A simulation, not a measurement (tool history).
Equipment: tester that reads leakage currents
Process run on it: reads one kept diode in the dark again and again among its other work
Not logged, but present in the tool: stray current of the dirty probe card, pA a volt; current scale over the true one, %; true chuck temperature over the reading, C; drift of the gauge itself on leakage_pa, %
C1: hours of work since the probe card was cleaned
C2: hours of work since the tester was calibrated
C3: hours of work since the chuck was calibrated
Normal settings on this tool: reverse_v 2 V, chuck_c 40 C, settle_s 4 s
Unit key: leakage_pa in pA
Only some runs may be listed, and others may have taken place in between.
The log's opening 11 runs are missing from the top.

run 12 day=12.121 | reverse_v=2 chuck_c=40 settle_s=4 | C1=20 C2=210 C3=185 | leakage_pa=52.34
run 13 day=12.946 | reverse_v=1.05 chuck_c=40 settle_s=4 | C1=31 C2=221 C3=196 | leakage_pa=39.56
-- day=13.588 probe card cleaned and baked, once more
run 14 day=14.562 | reverse_v=1.05 chuck_c=40 settle_s=4 | C1=13 C2=240 C3=215 | leakage_pa=39.21
run 15 day=15.55 | reverse_v=1.05 chuck_c=40 settle_s=4 | C1=26 C2=253 C3=228 | leakage_pa=38.88
run 16 day=16.696 | reverse_v=1.05 chuck_c=40 settle_s=4 | C1=40 C2=268 C3=243 | leakage_pa=39.16
run 17 day=17.779 | reverse_v=2 chuck_c=40 settle_s=4 | C1=54 C2=282 C3=257 | leakage_pa=51.5
run 18 day=18.962 | reverse_v=2.05 chuck_c=40 settle_s=4 | C1=70 C2=298 C3=272 | leakage_pa=52.11
run 19 day=19.775 | reverse_v=3.71 chuck_c=40 settle_s=4 | C1=80 C2=308 C3=283 | leakage_pa=67.52
run 20 day=20.65 | reverse_v=3.71 chuck_c=40 settle_s=4 | C1=92 C2=320 C3=294 | leakage_pa=67.57
run 21 day=22.288 | reverse_v=6.66 chuck_c=40 settle_s=1.78 | C1=113 C2=341 C3=315 | leakage_pa=87.4
run 22 day=23.3 | reverse_v=7.6 chuck_c=36 settle_s=0.52 | C1=126 C2=354 C3=328 | leakage_pa=69.24
run 23 day=24.354 | reverse_v=7.6 chuck_c=36 settle_s=0.52 | C1=140 C2=368 C3=342 | leakage_pa=69.18
run 24 day=25.35 | reverse_v=3.3 chuck_c=57 settle_s=1.88 | C1=153 C2=381 C3=355 | leakage_pa=233.82
run 25 day=26.283 | reverse_v=19.19 chuck_c=34 settle_s=3.67 | C1=165 C2=393 C3=367 | leakage_pa=86.89
run 26 day=27.842 | reverse_v=8.3 chuck_c=39 settle_s=0.5 | C1=185 C2=413 C3=387 | leakage_pa=92.43
run 27 day=28.771 | reverse_v=7.27 chuck_c=56 settle_s=4 | C1=197 C2=425 C3=400 | leakage_pa=304.6
run 28 day=29.55 | reverse_v=1.11 chuck_c=42 settle_s=4 | C1=207 C2=435 C3=410 | leakage_pa=47.01
run 29 day=31.117 | reverse_v=2.31 chuck_c=20 settle_s=2.73 | C1=228 C2=456 C3=430 | leakage_pa=10.51
run 30 day=32.217 | reverse_v=2.31 chuck_c=20 settle_s=2.73 | C1=242 C2=470 C3=444 | leakage_pa=10.58
run 31 day=33.8 | reverse_v=1.76 chuck_c=40 settle_s=7.2 | C1=263 C2=490 C3=465 | leakage_pa=49.03
run 32 day=34.662 | reverse_v=3.37 chuck_c=40 settle_s=0.38 | C1=274 C2=502 C3=476 | leakage_pa=66.83
run 33 day=35.783 | reverse_v=3.97 chuck_c=24 settle_s=0.38 | C1=288 C2=516 C3=491 | leakage_pa=21.37

Run 34 is up next; what results do you expect?
run 34 day=36.85 | reverse_v=2 chuck_c=27 settle_s=4.72 | C1=302 C2=530 C3=505 | leakage_pa=?

Run 34 produced leakage_pa 17.85 pA.
On a tool with no hidden condition, and with the same random variation, this run would have come out at leakage_pa 17.43 pA.

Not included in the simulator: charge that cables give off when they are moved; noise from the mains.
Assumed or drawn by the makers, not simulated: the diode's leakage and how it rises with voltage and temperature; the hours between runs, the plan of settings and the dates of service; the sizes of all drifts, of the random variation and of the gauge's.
